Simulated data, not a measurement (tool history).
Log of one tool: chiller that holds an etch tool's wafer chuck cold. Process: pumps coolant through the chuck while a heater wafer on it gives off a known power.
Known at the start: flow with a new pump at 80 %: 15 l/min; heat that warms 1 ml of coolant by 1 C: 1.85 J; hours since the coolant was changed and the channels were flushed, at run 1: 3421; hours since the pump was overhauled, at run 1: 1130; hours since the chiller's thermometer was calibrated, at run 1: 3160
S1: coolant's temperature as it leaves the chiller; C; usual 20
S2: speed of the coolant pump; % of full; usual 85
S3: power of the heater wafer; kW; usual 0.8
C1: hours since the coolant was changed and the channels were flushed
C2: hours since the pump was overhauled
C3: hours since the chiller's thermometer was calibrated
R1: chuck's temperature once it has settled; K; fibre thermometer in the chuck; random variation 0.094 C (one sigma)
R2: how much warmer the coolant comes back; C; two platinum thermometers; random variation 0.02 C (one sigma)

run 1 hour=0 | S1=20 S2=85 S3=0.8 | C1=3421 C2=1130 C3=3160 | R1=301.79 R2=1.62
run 2 hour=84.7 | S1=20 S2=85 S3=0.8 | C1=3506 C2=1214 C3=3245 | R1=301.77 R2=1.63
run 3 hour=136.8 | S1=20 S2=85 S3=0.8 | C1=3558 C2=1266 C3=3297 | R1=301.9 R2=1.62
run 4 hour=194.5 | S1=20 S2=85 S3=0.8 | C1=3616 C2=1324 C3=3354 | R1=301.96 R2=1.65
run 5 hour=267.2 | S1=20 S2=85 S3=0.414 | C1=3688 C2=1397 C3=3427 | R1=297.57 R2=0.85
run 6 hour=309.5 | S1=20 S2=85 S3=0.414 | C1=3731 C2=1439 C3=3469 | R1=297.73 R2=0.84
run 7 hour=384.7 | S1=20 S2=85 S3=0.8 | C1=3806 C2=1514 C3=3545 | R1=301.9 R2=1.64
run 8 hour=471.4 | S1=20 S2=85 S3=0.8 | C1=3892 C2=1601 C3=3631 | R1=301.8 R2=1.64
run 9 hour=537.3 | S1=20 S2=85 S3=0.8 | C1=3958 C2=1667 C3=3697 | R1=301.94 R2=1.66
run 10 hour=597.1 | S1=20 S2=85 S3=0.8 | C1=4018 C2=1727 C3=3757 | R1=301.96 R2=1.62
run 11 hour=638 | S1=20 S2=85 S3=0.8 | C1=4059 C2=1768 C3=3798 | R1=301.9 R2=1.64
run 12 hour=690.9 | S1=20 S2=85 S3=0.8 | C1=4112 C2=1820 C3=3851 | R1=302.03 R2=1.63
run 13 hour=749.5 | S1=20 S2=85 S3=0.8 | C1=4171 C2=1879 C3=3909 | R1=301.87 R2=1.64
run 14 hour=802.6 | S1=20 S2=85 S3=0.603 | C1=4224 C2=1932 C3=3962 | R1=299.9 R2=1.24
run 15 hour=866.6 | S1=20 S2=85 S3=0.8 | C1=4288 C2=1996 C3=4026 | R1=301.94 R2=1.64
run 16 hour=956.5 | S1=20 S2=85 S3=0.8 | C1=4378 C2=2086 C3=4116 | R1=301.86 R2=1.63
run 17 hour=1027 | S1=20 S2=86 S3=0.557 | C1=4448 C2=2156 C3=4187 | R1=299.37 R2=1.11
run 18 hour=1071.1 | S1=20 S2=86 S3=0.557 | C1=4492 C2=2201 C3=4231 | R1=299.1 R2=1.1
run 19 hour=1110.4 | S1=20 S2=86 S3=0.557 | C1=4531 C2=2240 C3=4270 | R1=299.19 R2=1.12
run 20 hour=1171.6 | S1=20 S2=86 S3=0.557 | C1=4593 C2=2301 C3=4331 | R1=299.23 R2=1.15
-- hour=1190.6 coolant changed, channels flushed
run 21 hour=1272 | S1=29 S2=70 S3=0.557 | C1=81 C2=2395 C3=4426 | R1=309.34 R2=1.33
run 22 hour=1319.1 | S1=29 S2=70 S3=0.557 | C1=128 C2=2443 C3=4473 | R1=309.15 R2=1.41
run 23 hour=1395.9 | S1=29 S2=70 S3=0.557 | C1=205 C2=2519 C3=4550 | R1=309.28 R2=1.34
run 24 hour=1455.3 | S1=18 S2=61 S3=0.869 | C1=265 C2=2579 C3=4609 | R1=303.62 R2=2.4
run 25 hour=1514.1 | S1=28 S2=90 S3=0.401 | C1=324 C2=2638 C3=4668 | R1=305.08 R2=0.79
run 26 hour=1607.4 | S1=11 S2=72 S3=1.148 | C1=417 C2=2731 C3=4761 | R1=298.34 R2=2.76
run 27 hour=1664.9 | S1=11 S2=72 S3=1.148 | C1=474 C2=2788 C3=4819 | R1=298.49 R2=2.78
-- hour=1743.2 chiller's thermometer calibrated
run 28 hour=1760.6 | S1=15 S2=85 S3=1.137 | C1=569 C2=2883 C3=17 | R1=300.59 R2=2.34
run 29 hour=1799.5 | S1=15 S2=85 S3=1.137 | C1=608 C2=2922 C3=56 | R1=300.74 R2=2.33
run 30 hour=1875.5 | S1=17 S2=82 S3=0.8 | C1=684 C2=2998 C3=132 | R1=299.34 R2=1.68
run 31 hour=1919.7 | S1=17 S2=82 S3=0.8 | C1=728 C2=3042 C3=177 | R1=299.13 R2=1.65

Run 32 comes next. What will it give?
run 32 hour=1993.4 | S1=20 S2=82 S3=0.8 | C1=802 C2=3116 C3=250 | R1=? R2=?

{"run 32": {"R1": 302.18, "R2": 1.7}}
Without the tool's hidden state the same run would have given R1 302.16 K, R2 1.7 C.
